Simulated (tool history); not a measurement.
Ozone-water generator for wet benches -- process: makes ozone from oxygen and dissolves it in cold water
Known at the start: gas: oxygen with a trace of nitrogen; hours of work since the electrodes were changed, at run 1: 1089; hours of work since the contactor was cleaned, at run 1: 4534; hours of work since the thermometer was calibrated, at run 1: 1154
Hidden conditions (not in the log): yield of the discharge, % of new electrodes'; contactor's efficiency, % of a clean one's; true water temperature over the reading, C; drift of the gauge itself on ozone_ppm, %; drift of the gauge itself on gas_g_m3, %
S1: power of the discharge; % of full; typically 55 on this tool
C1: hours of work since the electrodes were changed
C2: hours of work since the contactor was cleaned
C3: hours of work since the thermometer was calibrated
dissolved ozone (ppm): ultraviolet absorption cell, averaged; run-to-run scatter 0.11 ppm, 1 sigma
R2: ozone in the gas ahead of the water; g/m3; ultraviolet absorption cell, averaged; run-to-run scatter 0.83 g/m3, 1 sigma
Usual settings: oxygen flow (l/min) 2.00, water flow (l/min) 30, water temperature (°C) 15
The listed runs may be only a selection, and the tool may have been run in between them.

{"run": 1, "hour": 0.0, "S1": 55, "oxygen flow (l/min)": 2.0, "water flow (l/min)": 30, "water temperature (°C)": 15, "C1": 1089, "C2": 4534, "C3": 1154, "dissolved ozone (ppm)": 5.5, "R2": 130.0}
{"run": 2, "hour": 31.4, "S1": 55, "oxygen flow (l/min)": 2.0, "water flow (l/min)": 30, "water temperature (°C)": 15, "C1": 1112, "C2": 4556, "C3": 1176, "dissolved ozone (ppm)": 5.6, "R2": 129.8}
{"run": 3, "hour": 79.2, "S1": 55, "oxygen flow (l/min)": 2.0, "water flow (l/min)": 32, "water temperature (°C)": 15, "C1": 1146, "C2": 4590, "C3": 1211, "dissolved ozone (ppm)": 5.2, "R2": 129.7}
{"run": 4, "hour": 114.0, "S1": 55, "oxygen flow (l/min)": 2.0, "water flow (l/min)": 36, "water temperature (°C)": 15, "C1": 1171, "C2": 4615, "C3": 1235, "dissolved ozone (ppm)": 4.7, "R2": 129.3}
{"run": 5, "hour": 141.2, "S1": 55, "oxygen flow (l/min)": 2.0, "water flow (l/min)": 36, "water temperature (°C)": 15, "C1": 1190, "C2": 4634, "C3": 1255, "dissolved ozone (ppm)": 4.6, "R2": 129.4}
{"run": 6, "hour": 204.7, "S1": 55, "oxygen flow (l/min)": 2.0, "water flow (l/min)": 36, "water temperature (°C)": 15, "C1": 1235, "C2": 4679, "C3": 1300, "dissolved ozone (ppm)": 4.5, "R2": 130.4}
{"run": 7, "hour": 269.1, "S1": 55, "oxygen flow (l/min)": 2.0, "water flow (l/min)": 36, "water temperature (°C)": 15, "C1": 1281, "C2": 4725, "C3": 1346, "dissolved ozone (ppm)": 4.9, "R2": 128.8}
{"run": 8, "hour": 318.8, "S1": 55, "oxygen flow (l/min)": 2.0, "water flow (l/min)": 36, "water temperature (°C)": 15, "C1": 1316, "C2": 4760, "C3": 1381, "dissolved ozone (ppm)": 4.6, "R2": 129.4}
{"run": 9, "hour": 374.7, "S1": 50, "oxygen flow (l/min)": 2.0, "water flow (l/min)": 36, "water temperature (°C)": 15, "C1": 1356, "C2": 4800, "C3": 1421, "dissolved ozone (ppm)": 4.2, "R2": 124.4}
{"run": 10, "hour": 431.9, "S1": 50, "oxygen flow (l/min)": 2.0, "water flow (l/min)": 36, "water temperature (°C)": 15, "C1": 1397, "C2": 4841, "C3": 1461, "dissolved ozone (ppm)": 4.4, "R2": 123.3}
{"run": 11, "hour": 479.1, "S1": 55, "oxygen flow (l/min)": 2.0, "water flow (l/min)": 30, "water temperature (°C)": 15, "C1": 1430, "C2": 4875, "C3": 1495, "dissolved ozone (ppm)": 5.4, "R2": 129.6}
{"run": 12, "hour": 527.9, "S1": 55, "oxygen flow (l/min)": 2.0, "water flow (l/min)": 30, "water temperature (°C)": 15, "C1": 1465, "C2": 4909, "C3": 1530, "dissolved ozone (ppm)": 5.3, "R2": 130.6}
{"run": 13, "hour": 567.0, "S1": 55, "oxygen flow (l/min)": 2.0, "water flow (l/min)": 30, "water temperature (°C)": 15, "C1": 1493, "C2": 4937, "C3": 1558, "dissolved ozone (ppm)": 5.6, "R2": 129.5}
{"run": 14, "hour": 630.5, "S1": 55, "oxygen flow (l/min)": 2.0, "water flow (l/min)": 30, "water temperature (°C)": 15, "C1": 1538, "C2": 4982, "C3": 1603, "dissolved ozone (ppm)": 5.4, "R2": 130.1}
{"run": 15, "hour": 681.7, "S1": 55, "oxygen flow (l/min)": 2.0, "water flow (l/min)": 30, "water temperature (°C)": 15, "C1": 1575, "C2": 5019, "C3": 1639, "dissolved ozone (ppm)": 5.6, "R2": 128.5}
{"run": 16, "hour": 739.4, "S1": 55, "oxygen flow (l/min)": 2.0, "water flow (l/min)": 30, "water temperature (°C)": 15, "C1": 1616, "C2": 5060, "C3": 1680, "dissolved ozone (ppm)": 5.4, "R2": 128.4}
{"run": 17, "hour": 790.8, "S1": 55, "oxygen flow (l/min)": 2.0, "water flow (l/min)": 30, "water temperature (°C)": 15, "C1": 1652, "C2": 5096, "C3": 1717, "dissolved ozone (ppm)": 5.6, "R2": 127.5}
{"run": 18, "hour": 836.3, "S1": 74, "oxygen flow (l/min)": 2.0, "water flow (l/min)": 30, "water temperature (°C)": 12, "C1": 1685, "C2": 5129, "C3": 1749, "dissolved ozone (ppm)": 6.2, "R2": 148.3}
{"run": 19, "hour": 881.1, "S1": 90, "oxygen flow (l/min)": 2.0, "water flow (l/min)": 30, "water temperature (°C)": 12, "C1": 1716, "C2": 5161, "C3": 1781, "dissolved ozone (ppm)": 7.0, "R2": 164.7}
{"hour": 887.9, "done": "contactor cleaned"}
{"run": 20, "hour": 928.0, "S1": 59, "oxygen flow (l/min)": 2.97, "water flow (l/min)": 18, "water temperature (°C)": 22, "C1": 1747, "C2": 29, "C3": 1812, "dissolved ozone (ppm)": 8.7, "R2": 105.3}
{"run": 21, "hour": 965.3, "S1": 51, "oxygen flow (l/min)": 2.0, "water flow (l/min)": 20, "water temperature (°C)": 15, "C1": 1774, "C2": 55, "C3": 1838, "dissolved ozone (ppm)": 7.6, "R2": 123.4}
{"run": 22, "hour": 1007.5, "S1": 60, "oxygen flow (l/min)": 2.13, "water flow (l/min)": 28, "water temperature (°C)": 11, "C1": 1804, "C2": 85, "C3": 1868, "dissolved ozone (ppm)": 6.1, "R2": 129.6}
{"hour": 1048.1, "done": "contactor cleaned, once more"}
{"run": 23, "hour": 1061.7, "S1": 60, "oxygen flow (l/min)": 2.13, "water flow (l/min)": 28, "water temperature (°C)": 11, "C1": 1839, "C2": 10, "C3": 1904, "dissolved ozone (ppm)": 6.8, "R2": 127.9}
{"run": 24, "hour": 1120.6, "S1": 86, "oxygen flow (l/min)": 2.0, "water flow (l/min)": 29, "water temperature (°C)": 15, "C1": 1881, "C2": 52, "C3": 1946, "dissolved ozone (ppm)": 7.3, "R2": 160.3}
{"run": 25, "hour": 1177.1, "S1": 55, "oxygen flow (l/min)": 2.0, "water flow (l/min)": 21, "water temperature (°C)": 8, "C1": 1921, "C2": 92, "C3": 1986, "dissolved ozone (ppm)": 8.6, "R2": 127.4}
{"run": 26, "hour": 1234.3, "S1": 52, "oxygen flow (l/min)": 1.07, "water flow (l/min)": 36, "water temperature (°C)": 17, "C1": 1962, "C2": 132, "C3": 2027, "dissolved ozone (ppm)": 3.9, "R2": 181.0}
{"run": 27, "hour": 1298.0, "S1": 97, "oxygen flow (l/min)": 1.07, "water flow (l/min)": 36, "water temperature (°C)": 7, "C1": 2007, "C2": 178, "C3": 2072, "dissolved ozone (ppm)": 5.3, "R2": 248.4}
{"run": 28, "hour": 1341.7, "S1": 97, "oxygen flow (l/min)": 1.07, "water flow (l/min)": 36, "water temperature (°C)": 7, "C1": 2039, "C2": 209, "C3": 2103, "dissolved ozone (ppm)": 5.4, "R2": 247.0}
{"run": 29, "hour": 1388.7, "S1": 90, "oxygen flow (l/min)": 2.0, "water flow (l/min)": 18, "water temperature (°C)": 15, "C1": 2072, "C2": 242, "C3": 2137, "dissolved ozone (ppm)": 11.8, "R2": 163.5}
{"run": 30, "hour": 1438.7, "S1": 90, "oxygen flow (l/min)": 2.0, "water flow (l/min)": 18, "water temperature (°C)": 15, "C1": 2108, "C2": 278, "C3": 2172, "dissolved ozone (ppm)": 12.0, "R2": 163.7}
{"run": 31, "hour": 1469.7, "S1": 43, "oxygen flow (l/min)": 1.1, "water flow (l/min)": 28, "water temperature (°C)": 8, "C1": 2130, "C2": 300, "C3": 2194, "dissolved ozone (ppm)": 4.9, "R2": 161.0}
{"run": 32, "hour": 1497.1, "S1": 57, "oxygen flow (l/min)": 1.1, "water flow (l/min)": 28, "water temperature (°C)": 10, "C1": 2149, "C2": 319, "C3": 2214, "dissolved ozone (ppm)": 5.4, "R2": 186.2}
{"run": 33, "hour": 1544.2, "S1": 55, "oxygen flow (l/min)": 2.0, "water flow (l/min)": 45, "water temperature (°C)": 20, "C1": 2183, "C2": 353, "C3": 2247, "dissolved ozone (ppm)": 3.8, "R2": 126.0}
{"run": 34, "hour": 1585.2, "S1": 96, "oxygen flow (l/min)": 2.0, "water flow (l/min)": 48, "water temperature (°C)": 8, "C1": 2212, "C2": 382, "C3": 2277, "dissolved ozone (ppm)": 4.7, "R2": 168.1}

Some steps in dissolved ozone (ppm), run to run, broken into two amounts with sign: the step expected even without the hidden condition (settings, incoming material, random variation), and the rest, left for the hidden condition together with whatever gauge scatter is not in both the measured and the hidden-condition-free result:
Run 22 -> 23: contactor cleaned, once more. dissolved ozone (ppm) +0.7: hidden state +0.6, all else +0.1.
Run 25 -> 26: S1 55 -> 52, oxygen flow (l/min) 2.00 -> 1.07, water flow (l/min) 21 -> 36, water temperature (°C) 8 -> 17. dissolved ozone (ppm) -4.7: hidden state +0.1, all else -4.8.
Run 28 -> 29: S1 97 -> 90, oxygen flow (l/min) 1.07 -> 2.00, water flow (l/min) 36 -> 18, water temperature (°C) 7 -> 15. dissolved ozone (ppm) +6.4: hidden state -0.4, all else +6.8.
Run 30 -> 31: S1 90 -> 43, oxygen flow (l/min) 2.00 -> 1.10, water flow (l/min) 18 -> 28, water temperature (°C) 15 -> 8. dissolved ozone (ppm) -7.1: hidden state +0.5, all else -7.6.
